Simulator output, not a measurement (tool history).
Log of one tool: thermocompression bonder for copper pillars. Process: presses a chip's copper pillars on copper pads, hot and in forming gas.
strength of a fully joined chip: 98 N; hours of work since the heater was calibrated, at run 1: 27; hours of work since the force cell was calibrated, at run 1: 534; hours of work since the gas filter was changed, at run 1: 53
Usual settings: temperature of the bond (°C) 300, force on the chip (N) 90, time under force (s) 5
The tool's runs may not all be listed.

run,hour,temperature of the bond (°C),force on the chip (N),time under force (s),hours of work since the heater was calibrated,hours of work since the force cell was calibrated,hours of work since the gas filter was changed,force that shears a chip off (N)
1,0.0,300,90,5,27,534,53,48.9
2,17.3,300,90,5,34,541,60,48.6
3,39.0,300,90,5,43,550,69,48.6
4,48.9,300,90,5,47,554,73,48.6
5,70.5,300,90,5,56,562,82,48.6
6,85.5,300,90,5,62,568,88,48.6
7,101.1,300,90,5,68,575,94,48.0
8,122.4,300,90,5,77,583,103,48.1
9,136.6,300,90,7,82,589,108,53.2
10,154.4,300,90,5,90,596,116,47.2
11,166.9,300,90,5,95,601,121,47.8
12,185.4,317,90,5,102,609,128,57.1
13,206.6,317,90,5,111,617,137,57.1
14,217.5,300,90,4,115,622,141,43.9
15,240.8,300,90,4,124,631,150,43.3
16,261.3,300,90,4,133,639,159,43.7
17,279.0,300,90,4,140,646,166,43.4
18,297.0,324,96,4,147,654,173,59.3
19,309.3,324,96,4,152,659,178,60.0
20,326.3,300,75,13,159,665,185,56.9
21,347.6,319,75,12,167,674,193,66.1
22,361.6,300,79,5,173,680,199,42.0
23,375.3,300,114,12,179,685,205,67.7
24,398.9,291,61,12,188,695,214,42.9
25,419.9,300,85,3,197,703,223,36.2
26,441.4,287,85,3,205,712,231,30.7
# hour 448.1: forming gas filter changed
27,453.9,324,55,5,210,717,2,47.0
28,475.8,318,59,7,219,726,11,51.6
29,495.9,300,128,7,227,734,19,69.4
30,506.0,300,64,8,231,738,23,46.7
31,519.5,296,64,8,237,743,29,44.7
32,529.7,296,64,8,241,747,33,43.2
33,548.5,329,56,5,248,755,40,50.0
34,570.3,306,90,8,257,764,49,61.3

Measured less the same run without the tool's hidden state. The same run-to-run variation is in both; the gauge's scatter may not be:
The hidden state here: true temperature of the bond over the reading, C; force that reaches the chip, % of what is set; oxide that the forming gas leaves, % of the face; drift of the gauge itself on shear_n, %.
run,force that shears a chip off (N)
1,-2.4
2,-2.5
3,-2.7
4,-2.7
5,-2.8
6,-3.0
7,-3.1
8,-3.3
9,-3.6
10,-3.4
11,-3.5
12,-4.3
13,-4.3
14,-3.6
15,-3.7
16,-3.9
17,-3.9
18,-5.4
19,-5.4
20,-5.4
21,-6.3
22,-4.4
23,-6.6
24,-4.7
25,-4.2
26,-3.7
27,-1.0
28,-1.2
29,-1.5
30,-1.4
31,-1.4
32,-1.4
33,-1.7
34,-2.1
